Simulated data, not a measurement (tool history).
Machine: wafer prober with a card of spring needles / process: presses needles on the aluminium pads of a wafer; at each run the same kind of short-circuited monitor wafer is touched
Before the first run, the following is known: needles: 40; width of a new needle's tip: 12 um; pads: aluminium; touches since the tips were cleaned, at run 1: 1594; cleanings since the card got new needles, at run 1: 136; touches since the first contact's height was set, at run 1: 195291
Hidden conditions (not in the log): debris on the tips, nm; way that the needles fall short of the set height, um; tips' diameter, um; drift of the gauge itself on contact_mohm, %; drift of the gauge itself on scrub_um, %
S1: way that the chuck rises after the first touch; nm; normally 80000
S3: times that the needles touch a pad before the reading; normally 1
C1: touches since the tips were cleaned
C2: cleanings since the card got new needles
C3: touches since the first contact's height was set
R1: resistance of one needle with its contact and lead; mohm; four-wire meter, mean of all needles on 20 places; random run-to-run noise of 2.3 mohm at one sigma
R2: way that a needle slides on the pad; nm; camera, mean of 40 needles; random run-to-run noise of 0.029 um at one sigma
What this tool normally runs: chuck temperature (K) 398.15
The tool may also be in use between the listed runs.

Run 1, hour 0.0: usual settings; C1 1594; C2 136; C3 195291. Result: R1 274 mohm, R2 13710 nm.
At hour 13.3: tips cleaned on abrasive film.
At hour 34.7: tips cleaned on abrasive film.
At hour 56.1: tips cleaned on abrasive film.
Run 2, hour 73.1: usual settings; C1 5676; C2 139; C3 219593. Result: R1 298 mohm, R2 13690 nm.
At hour 77.7: tips cleaned on abrasive film.
At hour 95.0: height of the first contact set anew.
At hour 99.6: tips cleaned on abrasive film.
At hour 121.3: tips cleaned on abrasive film.
Run 3, hour 125.3: usual settings; C1 1348; C2 142; C3 10050. Result: R1 267 mohm, R2 14190 nm.
At hour 143.3: tips cleaned on abrasive film.
At hour 164.9: tips cleaned on abrasive film.
At hour 185.6: tips cleaned on abrasive film.
Run 4, hour 189.8: usual settings; C1 1411; C2 145; C3 31476. Result: R1 277 mohm, R2 14160 nm.
At hour 207.7: tips cleaned on abrasive film.
At hour 229.1: tips cleaned on abrasive film.
At hour 247.1: tips cleaned on abrasive film.
Run 5, hour 256.2: usual settings but S3 2; C1 3064; C2 148; C3 53559. Result: R1 274 mohm, R2 14100 nm.
At hour 265.3: tips cleaned on abrasive film.
At hour 287.7: tips cleaned on abrasive film.
At hour 305.6: tips cleaned on abrasive film.
Run 6, hour 322.4: usual settings; C1 5606; C2 151; C3 75554. Result: R1 289 mohm, R2 14060 nm.
At hour 327.0: tips cleaned on abrasive film.
At hour 347.9: tips cleaned on abrasive film.
At hour 369.4: tips cleaned on abrasive film.
At hour 387.4: tips cleaned on abrasive film.
At hour 408.2: tips cleaned on abrasive film.
Run 7, hour 408.2: usual settings; C1 0; C2 156; C3 104019. Result: R1 261 mohm, R2 14010 nm.
At hour 426.1: tips cleaned on abrasive film.
At hour 448.6: tips cleaned on abrasive film.
At hour 471.0: tips cleaned on abrasive film.
Run 8, hour 476.1: usual settings; C1 1724; C2 159; C3 126603. Result: R1 286 mohm, R2 13940 nm.
At hour 493.2: tips cleaned on abrasive film.
At hour 515.3: tips cleaned on abrasive film.
At hour 536.4: tips cleaned on abrasive film.
Run 9, hour 551.9: usual settings but S3 2; C1 5156; C2 162; C3 151785. Result: R1 277 mohm, R2 13920 nm.
At hour 556.4: tips cleaned on abrasive film.
At hour 578.9: tips cleaned on abrasive film.
At hour 596.8: tips cleaned on abrasive film.
At hour 614.8: tips cleaned on abrasive film.
Run 10, hour 628.6: usual settings but S3 2; C1 4632; C2 166; C3 177278. Result: R1 280 mohm, R2 13810 nm.
At hour 633.2: tips cleaned on abrasive film.
At hour 655.6: tips cleaned on abrasive film.
At hour 673.5: tips cleaned on abrasive film.
At hour 694.6: tips cleaned on abrasive film.
Run 11, hour 696.3: usual settings but S1 96000 nm, S3 2; C1 576; C2 170; C3 199725. Result: R1 267 mohm, R2 16600 nm.
At hour 714.2: tips cleaned on abrasive film.
At hour 736.3: tips cleaned on abrasive film.
Run 12, hour 753.2: usual settings but S1 96000 nm, S3 2; C1 5658; C2 172; C3 218664. Result: R1 273 mohm, R2 16530 nm.
At hour 757.8: tips cleaned on abrasive film.
At hour 775.7: tips cleaned on abrasive film.
At hour 780.2: height of the first contact set anew.
Run 13, hour 792.5: usual settings but S1 96000 nm, S3 2; C1 5484; C2 174; C3 4094. Result: R1 275 mohm, R2 17130 nm.
At hour 797.0: tips cleaned on abrasive film.
At hour 818.2: tips cleaned on abrasive film.
Run 14, hour 829.3: usual settings; C1 3719; C2 176; C3 16338. Result: R1 287 mohm, R2 14210 nm.
At hour 838.4: tips cleaned on abrasive film.
At hour 860.2: tips cleaned on abrasive film.
At hour 878.1: tips cleaned on abrasive film.
Run 15, hour 880.3: usual settings; C1 715; C2 179; C3 33247. Result: R1 266 mohm, R2 14110 nm.
At hour 897.2: tips cleaned on abrasive film.
At hour 918.6: tips cleaned on abrasive film.
At hour 938.3: tips cleaned on abrasive film.
Run 16, hour 938.3: usual settings; C1 0; C2 182; C3 52501. Result: R1 261 mohm, R2 14130 nm.
At hour 959.3: tips cleaned on abrasive film.
At hour 981.4: tips cleaned on abrasive film.
Run 17, hour 984.6: usual settings but S1 84000 nm; C1 1061; C2 184; C3 67907. Result: R1 269 mohm, R2 14810 nm.
At hour 1001.7: tips cleaned on abrasive film.
At hour 1019.7: tips cleaned on abrasive film.
Run 18, hour 1034.3: usual settings but chuck temperature (K) 318.15; C1 4881; C2 186; C3 84417. Result: R1 279 mohm, R2 14030 nm.
At hour 1038.4: tips cleaned on abrasive film.
At hour 1056.3: tips cleaned on abrasive film.
At hour 1077.7: tips cleaned on abrasive film.
Run 19, hour 1085.4: usual settings but S1 99000 nm, chuck temperature (K) 302.15; C1 2577; C2 189; C3 101387. Result: R1 257 mohm, R2 17400 nm.
At hour 1097.9: tips cleaned on abrasive film.
At hour 1119.9: tips cleaned on abrasive film.
At hour 1141.9: tips cleaned on abrasive film.
Run 20, hour 1149.9: usual settings but S1 99000 nm, chuck temperature (K) 302.15; C1 2655; C2 192; C3 122814. Result: R1 254 mohm, R2 17310 nm.
At hour 1162.6: tips cleaned on abrasive film.
At hour 1184.4: tips cleaned on abrasive film.
Run 21, hour 1188.4: usual settings but S1 99000 nm, chuck temperature (K) 304.15, S3 2; C1 1318; C2 194; C3 135589. Result: R1 244 mohm, R2 17310 nm.
At hour 1205.7: tips cleaned on abrasive film.
At hour 1223.6: tips cleaned on abrasive film.
Run 22, hour 1231.6: usual settings but S1 92000 nm, chuck temperature (K) 315.15, S3 2; C1 2654; C2 196; C3 149951. Result: R1 254 mohm, R2 16030 nm.
At hour 1244.8: tips cleaned on abrasive film.
At hour 1266.2: tips cleaned on abrasive film.
At hour 1284.2: tips cleaned on abrasive film.
At hour 1302.1: tips cleaned on abrasive film.
Run 23, hour 1316.9: usual settings but S1 92000 nm, chuck temperature (K) 315.15, S3 2; C1 4940; C2 200; C3 178308. Result: R1 261 mohm, R2 15920 nm.
At hour 1321.1: tips cleaned on abrasive film.
At hour 1339.1: tips cleaned on abrasive film.
At hour 1361.5: tips cleaned on abrasive film.
At hour 1383.9: tips cleaned on abrasive film.
Run 24, hour 1389.7: usual settings but S1 94000 nm; C1 1921; C2 204; C3 202452. Result: R1 274 mohm, R2 16200 nm.
At hour 1403.1: tips cleaned on abrasive film.
At hour 1421.1: tips cleaned on abrasive film.
At hour 1439.1: tips cleaned on abrasive film.
At hour 1461.4: tips cleaned on abrasive film.
At hour 1466.1: height of the first contact set anew.
Run 25, hour 1473.8: usual settings but S1 87000 nm, chuck temperature (K) 382.15; C1 4062; C2 208; C3 2571. Result: R1 289 mohm, R2 15480 nm.
At hour 1482.4: tips cleaned on abrasive film.
At hour 1503.8: tips cleaned on abrasive film.
At hour 1521.7: tips cleaned on abrasive film.
Run 26, hour 1523.8: usual settings but S1 76000 nm, chuck temperature (K) 335.15, S3 2; C1 690; C2 211; C3 19145. Result: R1 254 mohm, R2 13450 nm.
At hour 1541.7: tips cleaned on abrasive film.
At hour 1563.2: tips cleaned on abrasive film.
At hour 1584.9: tips cleaned on abrasive film.
Run 27, hour 1593.4: usual settings but S1 92000 nm, chuck temperature (K) 335.15, S3 2; C1 2844; C2 214; C3 42275. Result: R1 257 mohm, R2 16250 nm.
At hour 1606.9: tips cleaned on abrasive film.
At hour 1629.3: tips cleaned on abrasive film.
Run 28, hour 1637.5: usual settings but S1 92000 nm, chuck temperature (K) 335.15, S3 2; C1 2733; C2 216; C3 56928. Result: R1 256 mohm, R2 16220 nm.
At hour 1651.0: tips cleaned on abrasive film.
At hour 1668.9: tips cleaned on abrasive film.
At hour 1690.6: tips cleaned on abrasive film.
Run 29, hour 1692.3: usual settings but S1 99000 nm, chuck temperature (K) 396.15, S3 2; C1 583; C2 219; C3 75141. Result: R1 264 mohm, R2 17430 nm.

Across each entry between runs, compare the hidden state at the last listed run before it with the hidden state at the first listed run after it:
After run 1, before run 2: tips cleaned on abrasive film (hour 13.3); tips cleaned on abrasive film (hour 34.7); tips cleaned on abrasive film (hour 56.1)
  debris on the tips, nm: 54.8 -> 149; way that the needles fall short of the set height, um: 2.86 -> 3.13; tips' diameter, um: 16.46 -> 16.55
  measured less the result without the state, R1: +13 -> +36 mohm; R2: -510 -> -550 nm
After run 2, before run 3: tips cleaned on abrasive film (hour 77.7); height of the first contact set anew (hour 95.0); tips cleaned on abrasive film (hour 99.6); tips cleaned on abrasive film (hour 121.3)
  debris on the tips, nm: 149 -> 51.8; way that the needles fall short of the set height, um: 3.13 -> 0.18; tips' diameter, um: 16.55 -> 16.64
  measured less the result without the state, R1: +36 -> +11 mohm; R2: -550 -> -30 nm
After run 3, before run 4: tips cleaned on abrasive film (hour 143.3); tips cleaned on abrasive film (hour 164.9); tips cleaned on abrasive film (hour 185.6)
  debris on the tips, nm: 51.8 -> 63.4; way that the needles fall short of the set height, um: 0.18 -> 0.41; tips' diameter, um: 16.64 -> 16.72
  measured less the result without the state, R1: +11 -> +14 mohm; R2: -30 -> -80 nm
After run 4, before run 5: tips cleaned on abrasive film (hour 207.7); tips cleaned on abrasive film (hour 229.1); tips cleaned on abrasive film (hour 247.1)
  debris on the tips, nm: 63.4 -> 90; way that the needles fall short of the set height, um: 0.41 -> 0.66; tips' diameter, um: 16.72 -> 16.81
  measured less the result without the state, R1: +14 -> +13 mohm; R2: -80 -> -120 nm
After run 5, before run 6: tips cleaned on abrasive film (hour 265.3); tips cleaned on abrasive film (hour 287.7); tips cleaned on abrasive film (hour 305.6)
  debris on the tips, nm: 90 -> 132.2; way that the needles fall short of the set height, um: 0.66 -> 0.9; tips' diameter, um: 16.81 -> 16.89
  measured less the result without the state, R1: +13 -> +30 mohm; R2: -120 -> -160 nm
After run 6, before run 7: tips cleaned on abrasive film (hour 327.0); tips cleaned on abrasive film (hour 347.9); tips cleaned on abrasive film (hour 369.4); tips cleaned on abrasive film (hour 387.4); tips cleaned on abrasive film (hour 408.2)
  debris on the tips, nm: 132.2 -> 13.3; way that the needles fall short of the set height, um: 0.9 -> 1.36; tips' diameter, um: 16.89 -> 17.05
  measured less the result without the state, R1: +30 -> +3 mohm; R2: -160 -> -240 nm
After run 7, before run 8: tips cleaned on abrasive film (hour 426.1); tips cleaned on abrasive film (hour 448.6); tips cleaned on abrasive film (hour 471.0)
  debris on the tips, nm: 13.3 -> 75.4; way that the needles fall short of the set height, um: 1.36 -> 1.59; tips' diameter, um: 17.05 -> 17.13
  measured less the result without the state, R1: +3 -> +18 mohm; R2: -240 -> -280 nm
After run 8, before run 9: tips cleaned on abrasive film (hour 493.2); tips cleaned on abrasive film (hour 515.3); tips cleaned on abrasive film (hour 536.4)
  debris on the tips, nm: 75.4 -> 129.8; way that the needles fall short of the set height, um: 1.59 -> 1.86; tips' diameter, um: 17.13 -> 17.22
  measured less the result without the state, R1: +18 -> +19 mohm; R2: -280 -> -330 nm
After run 9, before run 10: tips cleaned on abrasive film (hour 556.4); tips cleaned on abrasive film (hour 578.9); tips cleaned on abrasive film (hour 596.8); tips cleaned on abrasive film (hour 614.8)
  debris on the tips, nm: 129.8 -> 134.8; way that the needles fall short of the set height, um: 1.86 -> 2.28; tips' diameter, um: 17.22 -> 17.37
  measured less the result without the state, R1: +19 -> +20 mohm; R2: -330 -> -400 nm
After run 10, before run 11: tips cleaned on abrasive film (hour 633.2); tips cleaned on abrasive film (hour 655.6); tips cleaned on abrasive film (hour 673.5); tips cleaned on abrasive film (hour 694.6)
  debris on the tips, nm: 134.8 -> 37.7; way that the needles fall short of the set height, um: 2.28 -> 2.69; tips' diameter, um: 17.37 -> 17.52
  measured less the result without the state, R1: +20 -> +3 mohm; R2: -400 -> -480 nm
After run 11, before run 12: tips cleaned on abrasive film (hour 714.2); tips cleaned on abrasive film (hour 736.3)
  debris on the tips, nm: 37.7 -> 147; way that the needles fall short of the set height, um: 2.69 -> 2.87; tips' diameter, um: 17.52 -> 17.58
  measured less the result without the state, R1: +3 -> +15 mohm; R2: -480 -> -510 nm
After run 12, before run 13: tips cleaned on abrasive film (hour 757.8); tips cleaned on abrasive film (hour 775.7); height of the first contact set anew (hour 780.2)
  debris on the tips, nm: 147 -> 144.9; way that the needles fall short of the set height, um: 2.87 -> 0; tips' diameter, um: 17.58 -> 17.64
  measured less the result without the state, R1: +15 -> +14 mohm; R2: -510 -> +0 nm
After run 13, before run 14: tips cleaned on abrasive film (hour 797.0); tips cleaned on abrasive film (hour 818.2)
  debris on the tips, nm: 144.9 -> 105.6; way that the needles fall short of the set height, um: 0 -> 0.19; tips' diameter, um: 17.64 -> 17.71
  measured less the result without the state, R1: +14 -> +26 mohm; R2: +0 -> -30 nm
After run 14, before run 15: tips cleaned on abrasive film (hour 838.4); tips cleaned on abrasive film (hour 860.2); tips cleaned on abrasive film (hour 878.1)
  debris on the tips, nm: 105.6 -> 36; way that the needles fall short of the set height, um: 0.19 -> 0.45; tips' diameter, um: 17.71 -> 17.8
  measured less the result without the state, R1: +26 -> +9 mohm; R2: -30 -> -80 nm
After run 15, before run 16: tips cleaned on abrasive film (hour 897.2); tips cleaned on abrasive film (hour 918.6); tips cleaned on abrasive film (hour 938.3)
  debris on the tips, nm: 36 -> 15.1; way that the needles fall short of the set height, um: 0.45 -> 0.74; tips' diameter, um: 17.8 -> 17.9
  measured less the result without the state, R1: +9 -> +4 mohm; R2: -80 -> -140 nm
After run 16, before run 17: tips cleaned on abrasive film (hour 959.3); tips cleaned on abrasive film (hour 981.4)
  debris on the tips, nm: 15.1 -> 39.5; way that the needles fall short of the set height, um: 0.74 -> 0.89; tips' diameter, um: 17.9 -> 17.96
  measured less the result without the state, R1: +4 -> +9 mohm; R2: -140 -> -160 nm
After run 17, before run 18: tips cleaned on abrasive film (hour 1001.7); tips cleaned on abrasive film (hour 1019.7)
  debris on the tips, nm: 39.5 -> 127.4; way that the needles fall short of the set height, um: 0.89 -> 1.04; tips' diameter, um: 17.96 -> 18.01
  measured less the result without the state, R1: +9 -> +39 mohm; R2: -160 -> -180 nm
After run 18, before run 19: tips cleaned on abrasive film (hour 1038.4); tips cleaned on abrasive film (hour 1056.3); tips cleaned on abrasive film (hour 1077.7)
  debris on the tips, nm: 127.4 -> 102.7; way that the needles fall short of the set height, um: 1.04 -> 1.35; tips' diameter, um: 18.01 -> 18.12
  measured less the result without the state, R1: +39 -> +22 mohm; R2: -180 -> -250 nm
After run 19, before run 20: tips cleaned on abrasive film (hour 1097.9); tips cleaned on abrasive film (hour 1119.9); tips cleaned on abrasive film (hour 1141.9)
  debris on the tips, nm: 102.7 -> 85.4; way that the needles fall short of the set height, um: 1.35 -> 1.65; tips' diameter, um: 18.12 -> 18.22
  measured less the result without the state, R1: +22 -> +18 mohm; R2: -250 -> -300 nm
After run 20, before run 21: tips cleaned on abrasive film (hour 1162.6); tips cleaned on abrasive film (hour 1184.4)
  debris on the tips, nm: 85.4 -> 58; way that the needles fall short of the set height, um: 1.65 -> 1.82; tips' diameter, um: 18.22 -> 18.28
  measured less the result without the state, R1: +18 -> +7 mohm; R2: -300 -> -320 nm
After run 21, before run 22: tips cleaned on abrasive film (hour 1205.7); tips cleaned on abrasive film (hour 1223.6)
  debris on the tips, nm: 58 -> 86.5; way that the needles fall short of the set height, um: 1.82 -> 1.98; tips' diameter, um: 18.28 -> 18.34
  measured less the result without the state, R1: +7 -> +13 mohm; R2: -320 -> -350 nm
After run 22, before run 23: tips cleaned on abrasive film (hour 1244.8); tips cleaned on abrasive film (hour 1266.2); tips cleaned on abrasive film (hour 1284.2); tips cleaned on abrasive film (hour 1302.1)
  debris on the tips, nm: 86.5 -> 138.7; way that the needles fall short of the set height, um: 1.98 -> 2.39; tips' diameter, um: 18.34 -> 18.48
  measured less the result without the state, R1: +13 -> +21 mohm; R2: -350 -> -430 nm
After run 23, before run 24: tips cleaned on abrasive film (hour 1321.1); tips cleaned on abrasive film (hour 1339.1); tips cleaned on abrasive film (hour 1361.5); tips cleaned on abrasive film (hour 1383.9)
  debris on the tips, nm: 138.7 -> 76.2; way that the needles fall short of the set height, um: 2.39 -> 2.79; tips' diameter, um: 18.48 -> 18.62
  measured less the result without the state, R1: +21 -> +15 mohm; R2: -430 -> -500 nm
After run 24, before run 25: tips cleaned on abrasive film (hour 1403.1); tips cleaned on abrasive film (hour 1421.1); tips cleaned on abrasive film (hour 1439.1); tips cleaned on abrasive film (hour 1461.4); height of the first contact set anew (hour 1466.1)
  debris on the tips, nm: 76.2 -> 123.9; way that the needles fall short of the set height, um: 2.79 -> 0; tips' diameter, um: 18.62 -> 18.75
  measured less the result without the state, R1: +15 -> +29 mohm; R2: -500 -> +0 nm
After run 25, before run 26: tips cleaned on abrasive film (hour 1482.4); tips cleaned on abrasive film (hour 1503.8); tips cleaned on abrasive film (hour 1521.7)
  debris on the tips, nm: 123.9 -> 40.7; way that the needles fall short of the set height, um: 0 -> 0.31; tips' diameter, um: 18.75 -> 18.86
  measured less the result without the state, R1: +29 -> +10 mohm; R2: +0 -> -50 nm
After run 26, before run 27: tips cleaned on abrasive film (hour 1541.7); tips cleaned on abrasive film (hour 1563.2); tips cleaned on abrasive film (hour 1584.9)
  debris on the tips, nm: 40.7 -> 90.6; way that the needles fall short of the set height, um: 0.31 -> 0.63; tips' diameter, um: 18.86 -> 18.97
  measured less the result without the state, R1: +10 -> +13 mohm; R2: -50 -> -110 nm
After run 27, before run 28: tips cleaned on abrasive film (hour 1606.9); tips cleaned on abrasive film (hour 1629.3)
  debris on the tips, nm: 90.6 -> 90.7; way that the needles fall short of the set height, um: 0.63 -> 0.8; tips' diameter, um: 18.97 -> 19.03
  measured less the result without the state, R1: +13 -> +13 mohm; R2: -110 -> -140 nm
After run 28, before run 29: tips cleaned on abrasive film (hour 1651.0); tips cleaned on abrasive film (hour 1668.9); tips cleaned on abrasive film (hour 1690.6)
  debris on the tips, nm: 90.7 -> 34.5; way that the needles fall short of the set height, um: 0.8 -> 1.08; tips' diameter, um: 19.03 -> 19.13
  measured less the result without the state, R1: +13 -> +4 mohm; R2: -140 -> -190 nm
